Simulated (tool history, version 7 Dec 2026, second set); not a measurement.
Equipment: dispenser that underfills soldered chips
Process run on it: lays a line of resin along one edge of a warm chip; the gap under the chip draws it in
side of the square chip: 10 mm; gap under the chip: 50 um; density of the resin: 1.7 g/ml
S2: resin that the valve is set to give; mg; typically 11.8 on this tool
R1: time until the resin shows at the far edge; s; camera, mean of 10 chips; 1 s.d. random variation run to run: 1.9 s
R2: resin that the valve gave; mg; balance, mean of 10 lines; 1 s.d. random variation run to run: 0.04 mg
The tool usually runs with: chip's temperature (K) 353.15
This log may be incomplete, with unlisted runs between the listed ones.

Run 1, hour 0.0: usual settings. Result: R1 247.6 s, R2 11.49 mg.
Run 2, hour 3.9: usual settings. Result: R1 275.8 s, R2 11.47 mg.
Run 3, hour 8.8: usual settings. Result: R1 220.2 s, R2 11.43 mg.
Run 4, hour 11.8: usual settings. Result: R1 242.0 s, R2 11.43 mg.
Run 5, hour 14.6: usual settings. Result: R1 263.0 s, R2 11.46 mg.
Run 6, hour 18.8: usual settings but chip's temperature (K) 342.15. Result: R1 313.9 s, R2 11.40 mg.
Run 7, hour 21.4: usual settings but chip's temperature (K) 356.15. Result: R1 190.9 s, R2 11.39 mg.
Run 8, hour 25.2: usual settings but chip's temperature (K) 348.15. Result: R1 300.1 s, R2 11.32 mg.
Run 9, hour 30.6: usual settings but chip's temperature (K) 354.15. Result: R1 272.9 s, R2 11.32 mg.
Run 10, hour 35.3: usual settings but chip's temperature (K) 354.15. Result: R1 208.4 s, R2 11.25 mg.
Run 11, hour 40.5: usual settings but chip's temperature (K) 366.15, S2 11.7 mg. Result: R1 155.0 s, R2 11.13 mg.
Run 12, hour 43.9: usual settings but chip's temperature (K) 366.15, S2 11.7 mg. Result: R1 170.5 s, R2 11.17 mg.
Run 13, hour 47.5: usual settings but chip's temperature (K) 366.15, S2 11.7 mg. Result: R1 130.5 s, R2 11.07 mg.
Run 14, hour 52.0: usual settings but chip's temperature (K) 339.15, S2 10.2 mg. Result: R1 469.1 s, R2 10.23 mg.
Run 15, hour 54.4: usual settings but chip's temperature (K) 339.15, S2 10.2 mg. Result: R1 497.9 s, R2 10.20 mg.

The log once held 5 entries between its listed runs, left out of this copy. Where does each go, and what is different about the tool's unlogged condition between the listed run before it and the listed run after it?
From run 2 to run 3: new syringe of resin (hour 5.5)
  resin's viscosity, % of fresh resin's: 145.1 -> 111.3; dose that the valve gives, % of what is set: 97.38 -> 97.09; true chip temperature over the reading, C: -0.15 -> -0.16
  measured result minus the result with no hidden state, R1: +88.1 -> +25.1 s; R2: -0.31 -> -0.34 mg
From run 5 to run 6: new syringe of resin (hour 18.6)
  resin's viscosity, % of fresh resin's: 134.2 -> 102.1; dose that the valve gives, % of what is set: 96.71 -> 96.5; true chip temperature over the reading, C: -0.16 -> -0.17
  measured result minus the result with no hidden state, R1: +70.0 -> +11.4 s; R2: -0.38 -> -0.41 mg
From run 9 to run 10: new syringe of resin (hour 31.8)
  resin's viscosity, % of fresh resin's: 149.1 -> 112.4; dose that the valve gives, % of what is set: 95.76 -> 95.51
  measured result minus the result with no hidden state, R1: +93.1 -> +26.6 s; R2: -0.50 -> -0.53 mg
From run 12 to run 13: new syringe of resin (hour 44.7)
  resin's viscosity, % of fresh resin's: 148.4 -> 111.1; dose that the valve gives, % of what is set: 94.96 -> 94.74; true chip temperature over the reading, C: -0.2 -> -0.21
  measured result minus the result with no hidden state, R1: +58.1 -> +15.6 s; R2: -0.59 -> -0.62 mg
From run 13 to run 14: dispensing valve cleaned and set on the balance (hour 49.4)
  resin's viscosity, % of fresh resin's: 111.1 -> 124; dose that the valve gives, % of what is set: 94.74 -> 100.25
  measured result minus the result with no hidden state, R1: +15.6 -> +93.9 s; R2: -0.62 -> +0.02 mg
